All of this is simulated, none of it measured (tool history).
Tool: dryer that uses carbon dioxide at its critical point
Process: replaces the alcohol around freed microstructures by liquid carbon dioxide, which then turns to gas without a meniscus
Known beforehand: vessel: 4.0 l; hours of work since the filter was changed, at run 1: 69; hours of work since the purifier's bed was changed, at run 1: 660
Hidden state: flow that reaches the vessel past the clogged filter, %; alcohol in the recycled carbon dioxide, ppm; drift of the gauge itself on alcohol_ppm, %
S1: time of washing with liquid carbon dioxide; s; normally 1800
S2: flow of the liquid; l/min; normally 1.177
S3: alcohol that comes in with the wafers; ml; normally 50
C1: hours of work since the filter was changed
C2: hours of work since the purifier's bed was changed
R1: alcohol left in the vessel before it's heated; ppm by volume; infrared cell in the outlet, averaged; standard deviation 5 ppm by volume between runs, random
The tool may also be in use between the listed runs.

run   hour    S1     S2  S3   C1   C2    R1
  1    0.0  1800  1.177  50   69  660   149
  2   27.6  2160  1.177  50   87  678   143
  3   45.6  1800  1.177  50   99  690   164
  4   83.8  1800  1.177  50  124  715   162
  5  110.0  1800  0.990  50  142  733   199
  6  145.0  1800  0.990  50  165  756   202
  7  178.5  1800  0.990  50  187  778   214
  8  198.5  1680  1.177  50  200  791   197
  9  222.8  1080  0.830  77  216  807  1546

What will run 10 give?
 10  246.2  1080  0.830  77  231  822   ?

{"run 10": {"R1": 1616}}
With no hidden state in the tool, this same run would have given R1 1025 ppm by volume.

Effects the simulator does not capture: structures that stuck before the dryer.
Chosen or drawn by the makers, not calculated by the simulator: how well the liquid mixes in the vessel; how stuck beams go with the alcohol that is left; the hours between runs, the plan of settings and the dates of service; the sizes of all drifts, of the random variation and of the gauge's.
